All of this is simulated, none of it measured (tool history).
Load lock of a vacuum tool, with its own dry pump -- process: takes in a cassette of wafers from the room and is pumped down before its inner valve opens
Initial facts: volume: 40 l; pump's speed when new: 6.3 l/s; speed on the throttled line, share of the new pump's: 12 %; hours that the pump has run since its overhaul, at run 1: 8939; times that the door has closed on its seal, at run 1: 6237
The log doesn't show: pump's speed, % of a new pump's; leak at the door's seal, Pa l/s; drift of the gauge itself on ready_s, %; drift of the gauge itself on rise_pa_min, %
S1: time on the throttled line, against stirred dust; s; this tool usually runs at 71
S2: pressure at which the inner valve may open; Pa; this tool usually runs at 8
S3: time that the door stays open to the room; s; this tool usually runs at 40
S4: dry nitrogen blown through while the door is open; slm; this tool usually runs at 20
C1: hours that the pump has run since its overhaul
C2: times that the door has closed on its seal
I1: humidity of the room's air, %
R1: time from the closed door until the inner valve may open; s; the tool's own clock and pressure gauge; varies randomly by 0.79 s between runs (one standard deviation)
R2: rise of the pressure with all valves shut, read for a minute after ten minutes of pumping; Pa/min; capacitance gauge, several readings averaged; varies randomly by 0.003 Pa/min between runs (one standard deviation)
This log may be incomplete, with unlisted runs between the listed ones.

run 1 hour=0.0 | S1=71 S2=8 S3=40 S4=20 | C1=8939 C2=6237 | I1=43.9 | R1=123.4 R2=0.031
run 2 hour=90.8 | S1=71 S2=8 S3=40 S4=20 | C1=9030 C2=6521 | I1=45.5 | R1=122.1 R2=0.028
run 3 hour=181.9 | S1=71 S2=8 S3=40 S4=20 | C1=9121 C2=6806 | I1=45.7 | R1=122.9 R2=0.030
run 4 hour=226.6 | S1=71 S2=8 S3=35 S4=20 | C1=9166 C2=6946 | I1=45.7 | R1=123.3 R2=0.029
run 5 hour=274.5 | S1=71 S2=9 S3=35 S4=20 | C1=9214 C2=7096 | I1=44.2 | R1=121.7 R2=0.024
run 6 hour=364.7 | S1=71 S2=9 S3=35 S4=20 | C1=9304 C2=7378 | I1=46.8 | R1=121.9 R2=0.028
run 7 hour=428.9 | S1=71 S2=9 S3=35 S4=20 | C1=9368 C2=7579 | I1=43.7 | R1=121.2 R2=0.022
run 8 hour=491.7 | S1=85 S2=9 S3=35 S4=20 | C1=9431 C2=7776 | I1=47.1 | R1=132.7 R2=0.025
run 9 hour=558.2 | S1=82 S2=8 S3=40 S4=20 | C1=9498 C2=7984 | I1=46.8 | R1=133.8 R2=0.024
run 10 hour=634.1 | S1=82 S2=8 S3=40 S4=20 | C1=9573 C2=8221 | I1=45.9 | R1=131.5 R2=0.028
run 11 hour=725.1 | S1=71 S2=8 S3=40 S4=26 | C1=9664 C2=8506 | I1=47.4 | R1=123.1 R2=0.026
run 12 hour=779.6 | S1=71 S2=8 S3=40 S4=20 | C1=9719 C2=8677 | I1=47.0 | R1=122.8 R2=0.031
run 13 hour=841.8 | S1=71 S2=8 S3=34 S4=20 | C1=9781 C2=8872 | I1=46.3 | R1=121.3 R2=0.028
run 14 hour=894.1 | S1=71 S2=10 S3=34 S4=6 | C1=9833 C2=9035 | I1=43.8 | R1=120.7 R2=0.042
run 15 hour=963.2 | S1=103 S2=16 S3=152 S4=21 | C1=9902 C2=9251 | I1=46.3 | R1=145.2 R2=0.063
run 16 hour=1013.9 | S1=71 S2=8 S3=37 S4=22 | C1=9953 C2=9410 | I1=45.3 | R1=122.0 R2=0.031
run 17 hour=1091.1 | S1=71 S2=8 S3=37 S4=14 | C1=10030 C2=9652 | I1=45.8 | R1=122.6 R2=0.031
run 18 hour=1187.7 | S1=80 S2=12 S3=33 S4=20 | C1=10127 C2=9954 | I1=45.5 | R1=127.6 R2=0.030
run 19 hour=1255.7 | S1=71 S2=8 S3=47 S4=20 | C1=10195 C2=10167 | I1=46.5 | R1=123.7 R2=0.032
run 20 hour=1323.7 | S1=38 S2=7 S3=26 S4=15 | C1=10263 C2=10380 | I1=44.2 | R1=93.4 R2=0.026
run 21 hour=1422.5 | S1=85 S2=8 S3=40 S4=27 | C1=10362 C2=10689 | I1=44.7 | R1=132.8 R2=0.030
run 22 hour=1473.3 | S1=130 S2=10 S3=235 S4=11 | C1=10413 C2=10848 | I1=46.4 | R1=174.3 R2=0.100
run 23 hour=1514.5 | S1=130 S2=10 S3=235 S4=11 | C1=10454 C2=10977 | I1=44.4 | R1=173.5 R2=0.089
run 24 hour=1568.5 | S1=40 S2=8 S3=40 S4=36 | C1=10508 C2=11146 | I1=44.8 | R1=94.7 R2=0.029

Here are 4 independent what-if runs from the current tool condition. What would each one return?
run A hour=1656.6 | S1=67 S2=8 S3=109 S4=36 | C1=10596 C2=11421 | I1=48.9 | R1=? R2=?
run B hour=1656.6 | S1=71 S2=14 S3=40 S4=12 | C1=10596 C2=11421 | I1=44.7 | R1=? R2=?
run C hour=1656.6 | S1=40 S2=8 S3=71 S4=41 | C1=10596 C2=11421 | I1=44.3 | R1=? R2=?
run D hour=1656.6 | S1=71 S2=10 S3=60 S4=12 | C1=10596 C2=11421 | I1=47.5 | R1=? R2=?

run=A R1=118.7 R2=0.038
run=B R1=119.1 R2=0.036
run=C R1=95.4 R2=0.026
run=D R1=120.1 R2=0.044
With the hidden condition removed and each run's random variation left untouched, the same runs would have given:
run=A R1=118.7 R2=0.038
run=B R1=119.0 R2=0.036
run=C R1=95.4 R2=0.026
run=D R1=120.1 R2=0.044
